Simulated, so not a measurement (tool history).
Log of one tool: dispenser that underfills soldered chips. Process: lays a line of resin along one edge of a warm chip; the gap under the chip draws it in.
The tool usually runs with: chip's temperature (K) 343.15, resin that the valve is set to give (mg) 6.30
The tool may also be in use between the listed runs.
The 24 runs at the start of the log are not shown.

run,hour,chip's temperature (K),resin that the valve is set to give (mg),time until the resin shows at the far edge (s),resin that the valve gave (mg)
# hour 105.6: new syringe of resin
25,109.7,350.15,6.88,7.5,6.13
# hour 112.6: new syringe of resin
26,113.5,343.15,7.71,8.0,6.90
27,116.1,330.15,8.09,21.2,7.18
# hour 119.9: new syringe of resin
28,121.4,328.15,7.20,20.6,6.37
# hour 126.9: new syringe of resin
29,127.0,328.15,7.20,18.0,6.48
30,129.4,332.15,6.56,17.6,5.84
# hour 133.9: new syringe of resin
31,133.9,332.15,6.56,14.7,5.77
32,139.8,338.15,5.97,16.1,5.25
# hour 141.2: new syringe of resin
33,144.0,334.15,7.03,15.7,6.09
# hour 148.4: new syringe of resin
34,149.1,347.15,6.89,6.8,5.95
35,151.9,340.15,6.30,12.5,5.43
# hour 155.6: new syringe of resin
36,156.5,344.15,8.16,7.3,7.06

4 options for the next run, each taken on its own from the tool as it stands now. Forecast them:
A,159.6,343.15,6.92,?,?
B,159.6,349.15,6.70,?,?
C,159.6,338.15,6.30,?,?
D,159.6,334.15,6.30,?,?

run,time until the resin shows at the far edge (s),resin that the valve gave (mg)
A,10.6,6.06
B,7.1,5.80
C,14.1,5.42
D,17.3,5.49
Without the tool's hidden state the same runs would have given:
run,time until the resin shows at the far edge (s),resin that the valve gave (mg)
A,8.5,7.02
B,5.6,6.73
C,11.2,6.29
D,13.8,6.37
